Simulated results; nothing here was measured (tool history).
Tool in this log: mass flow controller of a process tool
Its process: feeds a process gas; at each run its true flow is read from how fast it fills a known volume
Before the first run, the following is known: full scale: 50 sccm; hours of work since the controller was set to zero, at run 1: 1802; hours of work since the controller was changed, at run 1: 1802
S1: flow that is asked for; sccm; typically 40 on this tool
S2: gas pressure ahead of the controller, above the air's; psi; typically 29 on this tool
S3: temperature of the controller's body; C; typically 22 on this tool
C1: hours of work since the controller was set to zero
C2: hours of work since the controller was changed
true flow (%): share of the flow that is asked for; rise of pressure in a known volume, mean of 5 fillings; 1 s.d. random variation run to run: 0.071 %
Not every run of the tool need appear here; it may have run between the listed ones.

{"run": 1, "hour": 0.0, "S1": 40, "S2": 29, "S3": 22, "C1": 1802, "C2": 1802, "true flow (%)": 99.99}
{"run": 2, "hour": 165.9, "S1": 40, "S2": 29, "S3": 22, "C1": 1859, "C2": 1859, "true flow (%)": 100.19}
{"run": 3, "hour": 271.4, "S1": 40, "S2": 29, "S3": 22, "C1": 1896, "C2": 1896, "true flow (%)": 100.01}
{"run": 4, "hour": 382.0, "S1": 40, "S2": 29, "S3": 22, "C1": 1933, "C2": 1933, "true flow (%)": 100.17}
{"run": 5, "hour": 528.7, "S1": 40, "S2": 29, "S3": 22, "C1": 1984, "C2": 1984, "true flow (%)": 100.15}
{"run": 6, "hour": 632.3, "S1": 40, "S2": 29, "S3": 22, "C1": 2019, "C2": 2019, "true flow (%)": 100.24}
{"run": 7, "hour": 859.9, "S1": 40, "S2": 29, "S3": 22, "C1": 2097, "C2": 2097, "true flow (%)": 100.24}
{"run": 8, "hour": 977.6, "S1": 40, "S2": 29, "S3": 22, "C1": 2138, "C2": 2138, "true flow (%)": 100.24}
{"run": 9, "hour": 1103.4, "S1": 40, "S2": 29, "S3": 22, "C1": 2181, "C2": 2181, "true flow (%)": 100.28}
{"run": 10, "hour": 1329.6, "S1": 15, "S2": 29, "S3": 22, "C1": 2259, "C2": 2259, "true flow (%)": 99.94}
{"run": 11, "hour": 1484.3, "S1": 40, "S2": 28, "S3": 22, "C1": 2312, "C2": 2312, "true flow (%)": 100.34}
{"run": 12, "hour": 1640.4, "S1": 40, "S2": 29, "S3": 22, "C1": 2365, "C2": 2365, "true flow (%)": 100.43}
{"run": 13, "hour": 1838.8, "S1": 40, "S2": 29, "S3": 22, "C1": 2433, "C2": 2433, "true flow (%)": 100.36}
{"run": 14, "hour": 2002.1, "S1": 40, "S2": 26.8, "S3": 22, "C1": 2489, "C2": 2489, "true flow (%)": 100.59}
{"run": 15, "hour": 2170.0, "S1": 40, "S2": 26.8, "S3": 22, "C1": 2547, "C2": 2547, "true flow (%)": 100.43}
{"run": 16, "hour": 2265.2, "S1": 46, "S2": 20.6, "S3": 25, "C1": 2580, "C2": 2580, "true flow (%)": 100.71}
{"run": 17, "hour": 2487.9, "S1": 34, "S2": 25.2, "S3": 22, "C1": 2656, "C2": 2656, "true flow (%)": 100.28}
{"run": 18, "hour": 2622.5, "S1": 21, "S2": 36.7, "S3": 31, "C1": 2702, "C2": 2702, "true flow (%)": 100.29}
{"run": 19, "hour": 2857.1, "S1": 21, "S2": 36.7, "S3": 31, "C1": 2783, "C2": 2783, "true flow (%)": 100.3}
{"run": 20, "hour": 3050.1, "S1": 42, "S2": 30.5, "S3": 39, "C1": 2849, "C2": 2849, "true flow (%)": 101.25}
{"run": 21, "hour": 3185.2, "S1": 42, "S2": 30.5, "S3": 39, "C1": 2895, "C2": 2895, "true flow (%)": 101.17}
{"run": 22, "hour": 3310.4, "S1": 42, "S2": 30.5, "S3": 39, "C1": 2938, "C2": 2938, "true flow (%)": 101.38}
{"run": 23, "hour": 3518.9, "S1": 9, "S2": 20.7, "S3": 32, "C1": 3010, "C2": 3010, "true flow (%)": 101.65}
{"run": 24, "hour": 3632.7, "S1": 9, "S2": 20.7, "S3": 32, "C1": 3049, "C2": 3049, "true flow (%)": 101.77}
{"run": 25, "hour": 3781.2, "S1": 9, "S2": 20.7, "S3": 32, "C1": 3100, "C2": 3100, "true flow (%)": 101.72}
{"run": 26, "hour": 3905.7, "S1": 8, "S2": 20.9, "S3": 32, "C1": 3143, "C2": 3143, "true flow (%)": 101.92}
{"run": 27, "hour": 4011.3, "S1": 22, "S2": 21, "S3": 39, "C1": 3179, "C2": 3179, "true flow (%)": 101.42}
{"run": 28, "hour": 4136.7, "S1": 25, "S2": 22.9, "S3": 22, "C1": 3222, "C2": 3222, "true flow (%)": 100.52}
{"run": 29, "hour": 4362.8, "S1": 25, "S2": 22.9, "S3": 22, "C1": 3300, "C2": 3300, "true flow (%)": 100.58}

Each row is a separate what-if for the run after 29, all from the same tool condition, not one after another. Results?
{"run": "A", "hour": 4533.2, "S1": 40, "S2": 32.1, "S3": 22, "C1": 3358, "C2": 3358, "true flow (%)": "?"}
{"run": "B", "hour": 4533.2, "S1": 40, "S2": 29, "S3": 20, "C1": 3358, "C2": 3358, "true flow (%)": "?"}
{"run": "C", "hour": 4533.2, "S1": 40, "S2": 20.9, "S3": 22, "C1": 3358, "C2": 3358, "true flow (%)": "?"}

run=A true_flow_(%)=100.57
run=B true_flow_(%)=100.52
run=C true_flow_(%)=100.77
With the hidden condition removed and each run's random variation left untouched, the same runs would have given:
run=A true_flow_(%)=99.47
run=B true_flow_(%)=99.43
run=C true_flow_(%)=99.67

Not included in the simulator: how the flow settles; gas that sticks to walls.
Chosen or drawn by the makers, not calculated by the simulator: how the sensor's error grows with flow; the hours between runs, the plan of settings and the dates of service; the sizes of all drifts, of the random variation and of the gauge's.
